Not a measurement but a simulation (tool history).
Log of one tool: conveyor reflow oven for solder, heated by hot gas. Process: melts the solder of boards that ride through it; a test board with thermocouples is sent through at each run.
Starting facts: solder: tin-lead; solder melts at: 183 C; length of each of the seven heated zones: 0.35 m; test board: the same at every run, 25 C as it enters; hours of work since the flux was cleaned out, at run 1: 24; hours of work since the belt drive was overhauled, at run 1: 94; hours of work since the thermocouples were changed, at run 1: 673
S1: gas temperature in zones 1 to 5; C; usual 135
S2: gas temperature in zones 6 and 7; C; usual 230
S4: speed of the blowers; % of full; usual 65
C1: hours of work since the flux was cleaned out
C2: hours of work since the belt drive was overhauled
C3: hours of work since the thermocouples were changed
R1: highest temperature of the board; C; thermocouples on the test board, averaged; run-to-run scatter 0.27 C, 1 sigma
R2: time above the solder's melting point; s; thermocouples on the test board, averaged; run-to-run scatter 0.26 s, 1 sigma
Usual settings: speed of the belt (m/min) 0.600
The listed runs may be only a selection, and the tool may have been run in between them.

Run 1, hour 0.0: usual settings; C1 24; C2 94; C3 673. Result: R1 212.2 C, R2 47.3 s.
At hour 10.8: thermocouples of zones 6 and 7 changed.
Run 2, hour 13.9: usual settings; C1 32; C2 102; C3 2. Result: R1 213.2 C, R2 48.6 s.
Run 3, hour 24.6: usual settings; C1 39; C2 109; C3 9. Result: R1 213.1 C, R2 48.1 s.
Run 4, hour 34.4: usual settings but S1 144 C; C1 46; C2 116; C3 16. Result: R1 214.4 C, R2 53.2 s.
Run 5, hour 42.2: usual settings but S1 144 C, S2 226 C; C1 51; C2 121; C3 21. Result: R1 211.2 C, R2 50.4 s.
Run 6, hour 51.6: usual settings but S1 144 C, S2 226 C; C1 57; C2 127; C3 27. Result: R1 210.6 C, R2 49.8 s.
Run 7, hour 61.6: usual settings but S1 144 C, S2 226 C; C1 64; C2 134; C3 34. Result: R1 210.6 C, R2 49.5 s.
Run 8, hour 72.0: usual settings; C1 71; C2 141; C3 41. Result: R1 212.7 C, R2 48.0 s.
Run 9, hour 82.2: usual settings; C1 77; C2 148; C3 48. Result: R1 212.6 C, R2 48.4 s.
Run 10, hour 93.4: usual settings but S4 63 % of full; C1 85; C2 155; C3 55. Result: R1 211.9 C, R2 47.4 s.
Run 11, hour 101.0: usual settings but S4 63 % of full; C1 90; C2 160; C3 60. Result: R1 211.8 C, R2 46.7 s.
Run 12, hour 111.5: usual settings but S4 63 % of full; C1 97; C2 167; C3 67. Result: R1 212.0 C, R2 47.3 s.
Run 13, hour 123.6: usual settings but S1 142 C, speed of the belt (m/min) 0.638, S4 76 % of full; C1 105; C2 175; C3 75. Result: R1 214.7 C, R2 49.1 s.
Run 14, hour 130.7: usual settings but S1 139 C, speed of the belt (m/min) 0.694; C1 110; C2 180; C3 80. Result: R1 208.4 C, R2 38.2 s.
Run 15, hour 136.5: usual settings but S1 141 C, S2 238 C, speed of the belt (m/min) 0.537, S4 58 % of full; C1 114; C2 184; C3 84. Result: R1 221.5 C, R2 64.0 s.
Run 16, hour 144.7: usual settings but S1 141 C, S2 227 C, speed of the belt (m/min) 0.678, S4 84 % of full; C1 119; C2 189; C3 90. Result: R1 211.6 C, R2 44.0 s.
Run 17, hour 152.3: usual settings but S1 141 C, S2 227 C, speed of the belt (m/min) 0.678, S4 84 % of full; C1 124; C2 195; C3 95. Result: R1 212.0 C, R2 44.3 s.
Run 18, hour 163.6: usual settings but S1 141 C, S2 227 C, speed of the belt (m/min) 0.678, S4 84 % of full; C1 132; C2 202; C3 102. Result: R1 212.3 C, R2 44.0 s.
Run 19, hour 173.7: usual settings but S2 233 C, speed of the belt (m/min) 0.698; C1 139; C2 209; C3 109. Result: R1 209.3 C, R2 37.4 s.
Run 20, hour 180.5: usual settings but S1 132 C, S2 223 C, speed of the belt (m/min) 0.512, S4 60 % of full; C1 143; C2 213; C3 113. Result: R1 208.5 C, R2 52.5 s.
Run 21, hour 187.5: usual settings but S1 132 C, S2 223 C, speed of the belt (m/min) 0.512, S4 60 % of full; C1 148; C2 218; C3 118. Result: R1 208.4 C, R2 52.3 s.
Run 22, hour 192.6: usual settings but S4 74 % of full; C1 151; C2 221; C3 122. Result: R1 214.5 C, R2 50.1 s.
Run 23, hour 201.0: usual settings but S4 74 % of full; C1 157; C2 227; C3 127. Result: R1 214.5 C, R2 50.1 s.

4 ways to go on from here, each from the tool as it stands after run 23. What would each give?
Run A, hour 208.8: usual settings but S4 74 % of full; C1 162; C2 232; C3 132. Result: R1 ?, R2 ?.
Run B, hour 208.8: usual settings but speed of the belt (m/min) 0.562, S4 76 % of full; C1 162; C2 232; C3 132. Result: R1 ?, R2 ?.
Run C, hour 208.8: usual settings but S1 130 C, speed of the belt (m/min) 0.652, S4 74 % of full; C1 162; C2 232; C3 132. Result: R1 ?, R2 ?.
Run D, hour 208.8: usual settings but speed of the belt (m/min) 0.625; C1 162; C2 232; C3 132. Result: R1 ?, R2 ?.

run     R1    R2
  A  214.4  50.3
  B  216.7  55.4
  C  210.7  41.5
  D  210.1  44.3
The same runs, with their run-to-run variation unchanged, on a tool lacking any hidden condition would have given:
run     R1    R2
  A  216.0  51.5
  B  218.3  56.5
  C  212.5  43.0
  D  211.7  45.7
